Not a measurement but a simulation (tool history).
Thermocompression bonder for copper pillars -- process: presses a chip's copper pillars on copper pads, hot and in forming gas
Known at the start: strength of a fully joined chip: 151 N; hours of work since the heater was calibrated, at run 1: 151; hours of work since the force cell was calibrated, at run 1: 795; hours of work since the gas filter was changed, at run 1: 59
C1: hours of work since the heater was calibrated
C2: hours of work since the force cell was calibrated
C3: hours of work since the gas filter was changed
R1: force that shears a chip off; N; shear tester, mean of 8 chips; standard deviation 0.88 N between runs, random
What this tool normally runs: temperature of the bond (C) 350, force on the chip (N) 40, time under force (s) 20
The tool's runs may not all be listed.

{"run": 1, "day": 0.0, "temperature of the bond (C)": 350, "force on the chip (N)": 40, "time under force (s)": 20, "C1": 151, "C2": 795, "C3": 59, "R1": 99.5}
{"run": 2, "day": 0.425, "temperature of the bond (C)": 350, "force on the chip (N)": 40, "time under force (s)": 20, "C1": 159, "C2": 803, "C3": 67, "R1": 98.9}
{"run": 3, "day": 1.258, "temperature of the bond (C)": 350, "force on the chip (N)": 40, "time under force (s)": 20, "C1": 174, "C2": 818, "C3": 82, "R1": 100.5}
{"run": 4, "day": 2.117, "temperature of the bond (C)": 350, "force on the chip (N)": 29, "time under force (s)": 20, "C1": 190, "C2": 834, "C3": 97, "R1": 83.4}
{"run": 5, "day": 3.054, "temperature of the bond (C)": 350, "force on the chip (N)": 29, "time under force (s)": 11, "C1": 207, "C2": 851, "C3": 114, "R1": 69.4}
{"run": 6, "day": 3.525, "temperature of the bond (C)": 350, "force on the chip (N)": 29, "time under force (s)": 11, "C1": 216, "C2": 860, "C3": 123, "R1": 68.4}
{"run": 7, "day": 4.146, "temperature of the bond (C)": 350, "force on the chip (N)": 29, "time under force (s)": 11, "C1": 227, "C2": 871, "C3": 134, "R1": 68.9}
{"run": 8, "day": 4.788, "temperature of the bond (C)": 350, "force on the chip (N)": 29, "time under force (s)": 11, "C1": 239, "C2": 883, "C3": 146, "R1": 67.2}
{"run": 9, "day": 5.329, "temperature of the bond (C)": 350, "force on the chip (N)": 29, "time under force (s)": 11, "C1": 249, "C2": 893, "C3": 156, "R1": 67.7}
{"run": 10, "day": 6.171, "temperature of the bond (C)": 349, "force on the chip (N)": 26, "time under force (s)": 15, "C1": 264, "C2": 908, "C3": 171, "R1": 71.7}
{"day": 6.758, "done": "force cell calibrated"}
{"run": 11, "day": 6.888, "temperature of the bond (C)": 368, "force on the chip (N)": 34, "time under force (s)": 38, "C1": 276, "C2": 2, "C3": 183, "R1": 112.3}

What if the next run were any one of these 3? Each begins from the tool's condition after run 11:
{"run": "A", "day": 7.492, "temperature of the bond (C)": 334, "force on the chip (N)": 55, "time under force (s)": 38, "C1": 287, "C2": 13, "C3": 194, "R1": "?"}
{"run": "B", "day": 7.492, "temperature of the bond (C)": 331, "force on the chip (N)": 35, "time under force (s)": 52, "C1": 287, "C2": 13, "C3": 194, "R1": "?"}
{"run": "C", "day": 7.492, "temperature of the bond (C)": 350, "force on the chip (N)": 44, "time under force (s)": 20, "C1": 287, "C2": 13, "C3": 194, "R1": "?"}

run=A R1=112.6
run=B R1=99.6
run=C R1=95.4
Had the tool no hidden state, the same runs would have come out as:
run=A R1=119.2
run=B R1=105.5
run=C R1=101.1
